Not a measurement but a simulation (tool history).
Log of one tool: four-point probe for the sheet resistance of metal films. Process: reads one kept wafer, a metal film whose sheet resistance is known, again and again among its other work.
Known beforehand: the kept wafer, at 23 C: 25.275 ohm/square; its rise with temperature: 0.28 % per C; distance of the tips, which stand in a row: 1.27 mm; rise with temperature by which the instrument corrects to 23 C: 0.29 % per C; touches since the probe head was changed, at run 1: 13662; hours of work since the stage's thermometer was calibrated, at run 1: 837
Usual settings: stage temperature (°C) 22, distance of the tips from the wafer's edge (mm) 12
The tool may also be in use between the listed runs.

run	hour	stage temperature (°C)	distance of the tips from the wafer's edge (mm)	touches since the probe head was changed	hours of work since the stage's thermometer was calibrated	sheet resistance as the instrument gives it (ohm/square)
1	0.0	22	12	13662	837	25.457747
2	16.3	22	12	14062	846	25.456554
3	28.1	19	12	14350	852	25.449300
4	38.1	21	12	14595	858	25.460161
5	56.6	22	13	15049	868	25.426567
6	74.2	29	13	15481	878	25.409322
7	93.9	29	34	15964	889	25.301072
8	109.4	29	34	16344	897	25.297825
9	134.0	22	27	16946	911	25.344166
10	150.1	22	47	17342	920	25.310038
11	168.7	31	47	17797	930	25.297362
12	193.2	22	12	18397	943	25.455701
13	215.0	22	12	18932	956	25.463964
# hour 216.5: stage's thermometer calibrated
14	233.3	22	12	19369	9	25.469819
15	247.9	22	12	19726	17	25.471792
16	269.2	22	44	20248	29	25.322039
17	286.0	22	44	20659	38	25.325120
18	304.6	18	29	21117	49	25.362335
# hour 307.0: stage's thermometer calibrated, once more
19	320.4	34	9	21492	7	25.519070
20	334.1	34	9	21826	15	25.522900
21	345.0	34	9	22094	21	25.521525
22	365.3	23	6	22591	32	25.872996
23	379.9	23	6	22950	40	25.887994
24	395.8	23	6	23340	49	25.876880
25	410.4	19	7	23697	57	25.731590
26	423.7	22	4	24023	64	26.585753
27	437.1	26	4	24351	72	26.568583
28	448.2	22	56	24623	78	25.295259

For run 29, what comes out?
29	469.5	30	10	25146	90	?

{"run 29": {"sheet resistance as the instrument gives it (ohm/square)": 25.479417}}
With the hidden condition absent and the run-to-run variation left alone, this run would have shown sheet resistance as the instrument gives it (ohm/square) 25.466678.

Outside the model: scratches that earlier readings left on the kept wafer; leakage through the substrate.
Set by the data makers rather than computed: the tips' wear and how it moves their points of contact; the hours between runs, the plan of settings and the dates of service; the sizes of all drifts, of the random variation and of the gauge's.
